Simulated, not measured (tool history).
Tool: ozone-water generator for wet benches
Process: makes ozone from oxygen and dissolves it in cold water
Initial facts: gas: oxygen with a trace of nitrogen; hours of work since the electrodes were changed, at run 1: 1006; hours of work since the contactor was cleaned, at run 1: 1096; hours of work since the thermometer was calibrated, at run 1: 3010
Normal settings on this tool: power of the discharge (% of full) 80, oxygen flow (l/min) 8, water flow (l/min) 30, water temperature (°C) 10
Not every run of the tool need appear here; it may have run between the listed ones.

| run | day | power of the discharge (% of full) | oxygen flow (l/min) | water flow (l/min) | water temperature (°C) | hours of work since the electrodes were changed | hours of work since the contactor was cleaned | hours of work since the thermometer was calibrated | dissolved ozone (ppm) | ozone in the gas ahead of the water (g/m3) |
|---|---|---|---|---|---|---|---|---|---|---|
| 1 | 0 | 80 | 8 | 30 | 10 | 1006 | 1096 | 3010 | 29.5 | 298.6 |
| 2 | 2.654 | 80 | 8 | 30 | 14 | 1048 | 1138 | 3052 | 27.6 | 303.4 |
| 3 | 4.467 | 80 | 8 | 30 | 7 | 1076 | 1167 | 3080 | 30.5 | 302.2 |
| 4 | 6.821 | 80 | 8 | 30 | 7 | 1113 | 1204 | 3117 | 30.5 | 301 |
| 5 | 10.054 | 80 | 8 | 30 | 7 | 1164 | 1255 | 3168 | 30.1 | 301.1 |
| 6 | 12.862 | 80 | 8 | 30 | 7 | 1208 | 1299 | 3212 | 30 | 301.5 |
| 7 | 15.529 | 80 | 8 | 30 | 10 | 1250 | 1341 | 3254 | 29.1 | 300.3 |
| 8 | 16.904 | 80 | 8 | 30 | 10 | 1272 | 1362 | 3276 | 29.1 | 304.5 |
| 9 | 18.479 | 80 | 8 | 30 | 10 | 1297 | 1387 | 3301 | 29.2 | 300.5 |
| 10 | 20.642 | 80 | 8 | 30 | 10 | 1331 | 1421 | 3335 | 29.2 | 298.9 |
| 11 | 23.558 | 80 | 7.05 | 27 | 10 | 1377 | 1467 | 3381 | 31.5 | 317.9 |
| 12 | 25.629 | 98 | 8 | 23 | 10 | 1409 | 1500 | 3413 | 42.4 | 344.3 |
| 13 | 28.146 | 98 | 8 | 18 | 10 | 1449 | 1539 | 3453 | 52.3 | 345.3 |
| 14 | 29.829 | 82 | 10.89 | 21 | 14 | 1475 | 1566 | 3479 | 39.3 | 269.8 |
| 15 | 32.071 | 98 | 4.73 | 30 | 10 | 1511 | 1601 | 3515 | 29.3 | 428.4 |
| 16 | 34.112 | 98 | 4.73 | 30 | 10 | 1543 | 1633 | 3547 | 28.9 | 432.2 |
| 17 | 35.733 | 43 | 4.38 | 30 | 10 | 1568 | 1659 | 3572 | 16.3 | 247.4 |
| 18 | 38.783 | 80 | 7.7 | 30 | 10 | 1616 | 1707 | 3620 | 28.6 | 305.5 |
| 19 | 40.617 | 47 | 8 | 30 | 10 | 1645 | 1736 | 3649 | 20.1 | 206.3 |

How would selected steps in dissolved ozone (ppm) from run to run divide? Give the signed amount a tool lacking its hidden state would still show from settings, what came in and random variation, and the signed amount left for the hidden state, including any gauge scatter that is not in both of the compared results.
Hidden conditions of the tool in this case: yield of the discharge, % of new electrodes'; contactor's efficiency, % of a clean one's; true water temperature over the reading, C; drift of the gauge itself on ozone_ppm, %; drift of the gauge itself on gas_g_m3, %.
Run 13 -> 14: power of the discharge (% of full) 98 -> 82, oxygen flow (l/min) 8 -> 10.89, water flow (l/min) 18 -> 21, water temperature (°C) 10 -> 14. dissolved ozone (ppm) -13: hidden state +0.5, all else -13.5.
Run 16 -> 17: power of the discharge (% of full) 98 -> 43, oxygen flow (l/min) 4.73 -> 4.38. dissolved ozone (ppm) -12.6: hidden state +0.8, all else -13.4.
